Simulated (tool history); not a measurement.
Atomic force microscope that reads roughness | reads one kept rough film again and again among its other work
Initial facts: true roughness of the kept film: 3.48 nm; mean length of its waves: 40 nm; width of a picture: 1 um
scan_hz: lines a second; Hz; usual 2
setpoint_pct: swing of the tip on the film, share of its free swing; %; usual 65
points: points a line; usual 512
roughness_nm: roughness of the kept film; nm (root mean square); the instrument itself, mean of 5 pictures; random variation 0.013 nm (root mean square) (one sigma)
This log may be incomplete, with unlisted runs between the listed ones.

run	hour	scan_hz	setpoint_pct	points	roughness_nm
1	0	2	65	512	2.986
2	56.7	2	87	512	2.644
# hour 68.3: new tip fitted
3	85.5	1.33	87	512	2.785
4	127.9	1.33	86	512	2.816
# hour 137.3: new tip fitted
5	194.6	2	65	751	2.999
# hour 204.9: new tip fitted
6	243.5	2	65	512	3.012
# hour 272.7: new tip fitted
7	291.8	2	65	512	2.977
# hour 340.8: new tip fitted
8	350.3	2	65	298	2.986
9	387.7	0.8	60	333	3.127
# hour 406.9: new tip fitted
10	418.5	0.8	60	333	3.147
11	454.1	0.8	60	333	3.118
# hour 476.6: new tip fitted
12	508.3	0.8	72	666	3.072
# hour 542.4: new tip fitted
13	546.7	0.8	72	666	3.1
14	599	3.15	65	261	2.876
# hour 609.8: new tip fitted
15	644.8	3.15	65	261	2.876
# hour 674.5: new tip fitted
16	699.6	0.76	59	261	3.136

Branching from run 16: 3 alternative next runs. What would each branch give?
# hour 742: new tip fitted
A	742	0.71	65	646	?
# hour 742: new tip fitted
B	742	0.62	88	354	?
# hour 742: new tip fitted
C	742	0.57	86	898	?

run	roughness_nm
A	3.125
B	2.982
C	3.031
Without the tool's unlogged condition, the same runs would have read:
run	roughness_nm
A	3.125
B	2.981
C	3.031
